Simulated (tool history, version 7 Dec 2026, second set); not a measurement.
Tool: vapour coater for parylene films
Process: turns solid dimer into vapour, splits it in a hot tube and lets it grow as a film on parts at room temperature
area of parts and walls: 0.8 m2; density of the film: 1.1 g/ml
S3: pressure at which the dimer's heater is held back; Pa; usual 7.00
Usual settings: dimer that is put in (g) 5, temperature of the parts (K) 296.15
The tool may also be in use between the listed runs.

run 1 day=0.000 | dimer_that_is_put_in_(g)=5 temperature_of_the_parts_(K)=296.15 S3=7.00 | thickness_of_the_film_(µm)=3.31
run 2 day=1.154 | dimer_that_is_put_in_(g)=5 temperature_of_the_parts_(K)=296.15 S3=7.00 | thickness_of_the_film_(µm)=3.31
run 3 day=2.858 | dimer_that_is_put_in_(g)=5 temperature_of_the_parts_(K)=296.15 S3=7.00 | thickness_of_the_film_(µm)=3.28
run 4 day=3.871 | dimer_that_is_put_in_(g)=5 temperature_of_the_parts_(K)=296.15 S3=7.00 | thickness_of_the_film_(µm)=3.31
run 5 day=4.946 | dimer_that_is_put_in_(g)=5 temperature_of_the_parts_(K)=296.15 S3=7.00 | thickness_of_the_film_(µm)=3.31
run 6 day=6.300 | dimer_that_is_put_in_(g)=5 temperature_of_the_parts_(K)=296.15 S3=7.00 | thickness_of_the_film_(µm)=3.26
run 7 day=7.529 | dimer_that_is_put_in_(g)=3 temperature_of_the_parts_(K)=296.15 S3=3.02 | thickness_of_the_film_(µm)=2.08
run 8 day=8.488 | dimer_that_is_put_in_(g)=4 temperature_of_the_parts_(K)=295.15 S3=2.40 | thickness_of_the_film_(µm)=2.79
run 9 day=9.688 | dimer_that_is_put_in_(g)=5 temperature_of_the_parts_(K)=305.15 S3=2.40 | thickness_of_the_film_(µm)=2.30
run 10 day=10.721 | dimer_that_is_put_in_(g)=5 temperature_of_the_parts_(K)=305.15 S3=2.40 | thickness_of_the_film_(µm)=2.32
run 11 day=12.475 | dimer_that_is_put_in_(g)=5 temperature_of_the_parts_(K)=300.15 S3=2.67 | thickness_of_the_film_(µm)=2.79
run 12 day=14.200 | dimer_that_is_put_in_(g)=8 temperature_of_the_parts_(K)=297.15 S3=2.29 | thickness_of_the_film_(µm)=5.02

Not shown: 1 entry that the log had between the listed runs. Between which runs, and how does the tool's hidden state differ before and after?
Between runs 7 and 8: trap's valve overhauled (day 7.850)
  vapour lost through the trap's worn valve, %: 8.1 -> 11.7; true temperature of the parts over the reading, C: 0.6 -> 0.61
  measured less the result without the state, thickness of the film (µm): -0.23 -> -0.45

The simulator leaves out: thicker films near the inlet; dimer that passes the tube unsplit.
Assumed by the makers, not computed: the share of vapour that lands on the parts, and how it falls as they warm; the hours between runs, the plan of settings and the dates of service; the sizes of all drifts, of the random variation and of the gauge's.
